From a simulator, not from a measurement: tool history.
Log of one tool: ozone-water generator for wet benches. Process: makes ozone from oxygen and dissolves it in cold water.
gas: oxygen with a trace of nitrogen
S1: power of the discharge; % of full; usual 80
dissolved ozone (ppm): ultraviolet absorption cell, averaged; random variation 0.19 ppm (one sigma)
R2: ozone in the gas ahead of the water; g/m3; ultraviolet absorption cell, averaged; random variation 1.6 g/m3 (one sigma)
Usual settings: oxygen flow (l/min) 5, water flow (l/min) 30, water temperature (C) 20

{"run": 1, "hour": 0.0, "S1": 80, "oxygen flow (l/min)": 5, "water flow (l/min)": 30, "water temperature (C)": 20, "dissolved ozone (ppm)": 24.1, "R2": 274.5}
{"run": 2, "hour": 55.8, "S1": 80, "oxygen flow (l/min)": 5, "water flow (l/min)": 30, "water temperature (C)": 20, "dissolved ozone (ppm)": 24, "R2": 273.4}
{"run": 3, "hour": 99.6, "S1": 80, "oxygen flow (l/min)": 5, "water flow (l/min)": 30, "water temperature (C)": 20, "dissolved ozone (ppm)": 23.9, "R2": 275.4}
{"run": 4, "hour": 135.9, "S1": 80, "oxygen flow (l/min)": 5, "water flow (l/min)": 30, "water temperature (C)": 20, "dissolved ozone (ppm)": 24.4, "R2": 274.8}
{"run": 5, "hour": 187.0, "S1": 80, "oxygen flow (l/min)": 5, "water flow (l/min)": 30, "water temperature (C)": 20, "dissolved ozone (ppm)": 24.2, "R2": 275.7}
{"run": 6, "hour": 239.3, "S1": 80, "oxygen flow (l/min)": 5, "water flow (l/min)": 22, "water temperature (C)": 20, "dissolved ozone (ppm)": 31.1, "R2": 272.9}
{"run": 7, "hour": 299.0, "S1": 80, "oxygen flow (l/min)": 5, "water flow (l/min)": 22, "water temperature (C)": 20, "dissolved ozone (ppm)": 30.9, "R2": 270.1}
{"run": 8, "hour": 355.5, "S1": 80, "oxygen flow (l/min)": 5, "water flow (l/min)": 22, "water temperature (C)": 20, "dissolved ozone (ppm)": 30.6, "R2": 272.7}
{"run": 9, "hour": 413.7, "S1": 80, "oxygen flow (l/min)": 5, "water flow (l/min)": 22, "water temperature (C)": 20, "dissolved ozone (ppm)": 30.9, "R2": 272.8}
{"run": 10, "hour": 474.7, "S1": 80, "oxygen flow (l/min)": 3.19, "water flow (l/min)": 30, "water temperature (C)": 20, "dissolved ozone (ppm)": 23.5, "R2": 367.5}
{"run": 11, "hour": 531.5, "S1": 80, "oxygen flow (l/min)": 3.19, "water flow (l/min)": 30, "water temperature (C)": 20, "dissolved ozone (ppm)": 23.4, "R2": 367.3}
{"run": 12, "hour": 564.9, "S1": 80, "oxygen flow (l/min)": 3.19, "water flow (l/min)": 30, "water temperature (C)": 20, "dissolved ozone (ppm)": 23.8, "R2": 364.8}
{"run": 13, "hour": 589.6, "S1": 80, "oxygen flow (l/min)": 5, "water flow (l/min)": 21, "water temperature (C)": 20, "dissolved ozone (ppm)": 31.6, "R2": 267.7}
{"run": 14, "hour": 644.0, "S1": 80, "oxygen flow (l/min)": 4.63, "water flow (l/min)": 30, "water temperature (C)": 20, "dissolved ozone (ppm)": 23.5, "R2": 283.9}
{"run": 15, "hour": 696.3, "S1": 80, "oxygen flow (l/min)": 5, "water flow (l/min)": 39, "water temperature (C)": 20, "dissolved ozone (ppm)": 18.4, "R2": 268.3}
{"run": 16, "hour": 734.0, "S1": 80, "oxygen flow (l/min)": 5, "water flow (l/min)": 39, "water temperature (C)": 20, "dissolved ozone (ppm)": 18.4, "R2": 264.7}
{"run": 17, "hour": 774.6, "S1": 80, "oxygen flow (l/min)": 5, "water flow (l/min)": 39, "water temperature (C)": 20, "dissolved ozone (ppm)": 18, "R2": 267.1}
{"run": 18, "hour": 829.0, "S1": 80, "oxygen flow (l/min)": 6.04, "water flow (l/min)": 41, "water temperature (C)": 20, "dissolved ozone (ppm)": 17.5, "R2": 235.1}
{"run": 19, "hour": 863.5, "S1": 80, "oxygen flow (l/min)": 5, "water flow (l/min)": 20, "water temperature (C)": 20, "dissolved ozone (ppm)": 32.2, "R2": 265.7}
{"hour": 881.2, "done": "water thermometer calibrated"}
{"run": 20, "hour": 915.7, "S1": 80, "oxygen flow (l/min)": 5, "water flow (l/min)": 22, "water temperature (C)": 12, "dissolved ozone (ppm)": 32.9, "R2": 263.8}
{"run": 21, "hour": 946.1, "S1": 55, "oxygen flow (l/min)": 4.64, "water flow (l/min)": 19, "water temperature (C)": 18, "dissolved ozone (ppm)": 26, "R2": 211.3}
{"run": 22, "hour": 973.2, "S1": 78, "oxygen flow (l/min)": 4.7, "water flow (l/min)": 34, "water temperature (C)": 25, "dissolved ozone (ppm)": 19.1, "R2": 270.2}
{"run": 23, "hour": 1003.7, "S1": 80, "oxygen flow (l/min)": 5, "water flow (l/min)": 30, "water temperature (C)": 12, "dissolved ozone (ppm)": 24.8, "R2": 263.2}
{"hour": 1011.4, "done": "contactor cleaned"}
{"run": 24, "hour": 1056.2, "S1": 80, "oxygen flow (l/min)": 5, "water flow (l/min)": 30, "water temperature (C)": 12, "dissolved ozone (ppm)": 25.4, "R2": 263.1}
{"run": 25, "hour": 1107.2, "S1": 49, "oxygen flow (l/min)": 5.54, "water flow (l/min)": 30, "water temperature (C)": 25, "dissolved ozone (ppm)": 15.4, "R2": 171.3}
{"run": 26, "hour": 1161.5, "S1": 47, "oxygen flow (l/min)": 4.29, "water flow (l/min)": 30, "water temperature (C)": 14, "dissolved ozone (ppm)": 16.7, "R2": 196.3}
{"run": 27, "hour": 1199.2, "S1": 47, "oxygen flow (l/min)": 4.29, "water flow (l/min)": 30, "water temperature (C)": 14, "dissolved ozone (ppm)": 16.9, "R2": 195.4}

The next listed run, before its measurement:
{"run": 28, "hour": 1239.8, "S1": 47, "oxygen flow (l/min)": 4.29, "water flow (l/min)": 30, "water temperature (C)": 14, "dissolved ozone (ppm)": "?", "R2": "?"}

Run 28 gave dissolved ozone (ppm) 17.1, R2 195.8 g/m3.
Without the tool's hidden state the same run would have given dissolved ozone (ppm) 19, R2 217.3 g/m3.
